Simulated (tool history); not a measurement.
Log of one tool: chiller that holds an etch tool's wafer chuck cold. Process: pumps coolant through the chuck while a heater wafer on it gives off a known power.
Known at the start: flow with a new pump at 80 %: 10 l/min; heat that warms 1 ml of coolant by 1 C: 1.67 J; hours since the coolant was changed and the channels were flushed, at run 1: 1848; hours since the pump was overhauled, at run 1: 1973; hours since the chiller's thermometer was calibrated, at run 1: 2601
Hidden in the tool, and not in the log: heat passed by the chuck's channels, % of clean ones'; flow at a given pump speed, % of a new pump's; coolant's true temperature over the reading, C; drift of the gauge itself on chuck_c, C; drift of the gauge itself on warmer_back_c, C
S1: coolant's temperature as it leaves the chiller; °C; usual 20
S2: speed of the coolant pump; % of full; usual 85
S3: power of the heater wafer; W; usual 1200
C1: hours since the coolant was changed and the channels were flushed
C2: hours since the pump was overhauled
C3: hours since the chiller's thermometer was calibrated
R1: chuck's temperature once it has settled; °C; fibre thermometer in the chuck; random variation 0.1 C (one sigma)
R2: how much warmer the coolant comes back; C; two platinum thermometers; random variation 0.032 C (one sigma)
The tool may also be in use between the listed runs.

Run 1, hour 0.0: usual settings; C1 1848; C2 1973; C3 2601. Result: R1 29.3 °C, R2 4.09 C.
Run 2, hour 72.2: usual settings; C1 1920; C2 2045; C3 2673. Result: R1 29.5 °C, R2 4.04 C.
Run 3, hour 145.1: usual settings but S3 1490 W; C1 1993; C2 2118; C3 2746. Result: R1 31.8 °C, R2 5.09 C.
Run 4, hour 198.4: usual settings but S3 1490 W; C1 2046; C2 2172; C3 2799. Result: R1 31.7 °C, R2 5.15 C.
Run 5, hour 280.8: usual settings but S3 1555 W; C1 2129; C2 2254; C3 2881. Result: R1 32.1 °C, R2 5.37 C.
Run 6, hour 343.8: usual settings but S3 1555 W; C1 2192; C2 2317; C3 2944. Result: R1 32.2 °C, R2 5.36 C.
Run 7, hour 384.4: usual settings but S3 1555 W; C1 2232; C2 2358; C3 2985. Result: R1 32.3 °C, R2 5.49 C.
Run 8, hour 440.0: usual settings but S3 1555 W; C1 2288; C2 2413; C3 3041. Result: R1 32.1 °C, R2 5.48 C.
Run 9, hour 524.6: usual settings; C1 2372; C2 2498; C3 3125. Result: R1 29.5 °C, R2 4.26 C.
Run 10, hour 617.2: usual settings; C1 2465; C2 2590; C3 3218. Result: R1 29.4 °C, R2 4.28 C.
Run 11, hour 670.2: usual settings; C1 2518; C2 2643; C3 3271. Result: R1 29.3 °C, R2 4.29 C.
Run 12, hour 762.4: usual settings; C1 2610; C2 2736; C3 3363. Result: R1 29.4 °C, R2 4.34 C.
Run 13, hour 855.6: usual settings; C1 2703; C2 2829; C3 3456. Result: R1 29.5 °C, R2 4.40 C.
Run 14, hour 903.9: usual settings; C1 2752; C2 2877; C3 3504. Result: R1 29.6 °C, R2 4.43 C.
At hour 954.1: gauge calibrated.
Run 15, hour 962.2: usual settings but S2 66 % of full; C1 2810; C2 2935; C3 3563. Result: R1 30.9 °C, R2 5.25 C.
Run 16, hour 1051.7: usual settings but S1 30 °C, S3 826 W; C1 2899; C2 3025; C3 3652. Result: R1 36.4 °C, R2 2.85 C.
Run 17, hour 1099.1: usual settings but S1 30 °C, S3 826 W; C1 2947; C2 3072; C3 3700. Result: R1 36.8 °C, R2 2.83 C.
Run 18, hour 1150.1: usual settings but S1 30 °C, S3 826 W; C1 2998; C2 3123; C3 3751. Result: R1 36.5 °C, R2 2.88 C.
Run 19, hour 1195.2: usual settings but S1 14 °C; C1 3043; C2 3168; C3 3796. Result: R1 23.4 °C, R2 4.12 C.
At hour 1234.7: chiller's thermometer calibrated.
Run 20, hour 1249.6: usual settings but S1 17 °C; C1 3096; C2 3222; C3 15. Result: R1 26.4 °C, R2 4.16 C.
Run 21, hour 1314.0: usual settings but S1 17 °C; C1 3161; C2 3286; C3 79. Result: R1 26.2 °C, R2 4.24 C.
Run 22, hour 1395.9: usual settings but S1 17 °C; C1 3243; C2 3368; C3 161. Result: R1 26.2 °C, R2 4.20 C.
Run 23, hour 1486.9: usual settings but S1 14 °C, S3 1696 W; C1 3334; C2 3459; C3 252. Result: R1 27.4 °C, R2 5.92 C.
Run 24, hour 1575.6: usual settings but S1 14 °C, S2 61 % of full, S3 1773 W; C1 3422; C2 3548; C3 341. Result: R1 31.1 °C, R2 8.61 C.
Run 25, hour 1651.9: usual settings but S1 14 °C, S2 61 % of full, S3 1773 W; C1 3499; C2 3624; C3 417. Result: R1 30.9 °C, R2 8.64 C.
Run 26, hour 1741.6: usual settings but S1 28 °C, S2 65 % of full; C1 3588; C2 3714; C3 507. Result: R1 39.1 °C, R2 5.60 C.

Forecast each of these 4 alternatives for the next run:
Run A, hour 1825.0: usual settings but S1 23 °C, S2 75 % of full; C1 3672; C2 3797; C3 590. Result: R1 ?, R2 ?.
Run B, hour 1825.0: usual settings but S1 28 °C, S2 96 % of full, S3 1671 W; C1 3672; C2 3797; C3 590. Result: R1 ?, R2 ?.
Run C, hour 1825.0: usual settings but S1 19 °C, S2 65 % of full, S3 814 W; C1 3672; C2 3797; C3 590. Result: R1 ?, R2 ?.
Run D, hour 1825.0: usual settings but S1 23 °C; C1 3672; C2 3797; C3 590. Result: R1 ?, R2 ?.

run    R1    R2
  A  33.2  4.97
  B  40.3  5.36
  C  26.5  3.90
  D  32.5  4.40
Without the tool's hidden state the same runs would have given:
run    R1    R2
  A  33.2  4.65
  B  40.2  5.04
  C  26.5  3.58
  D  32.4  4.08
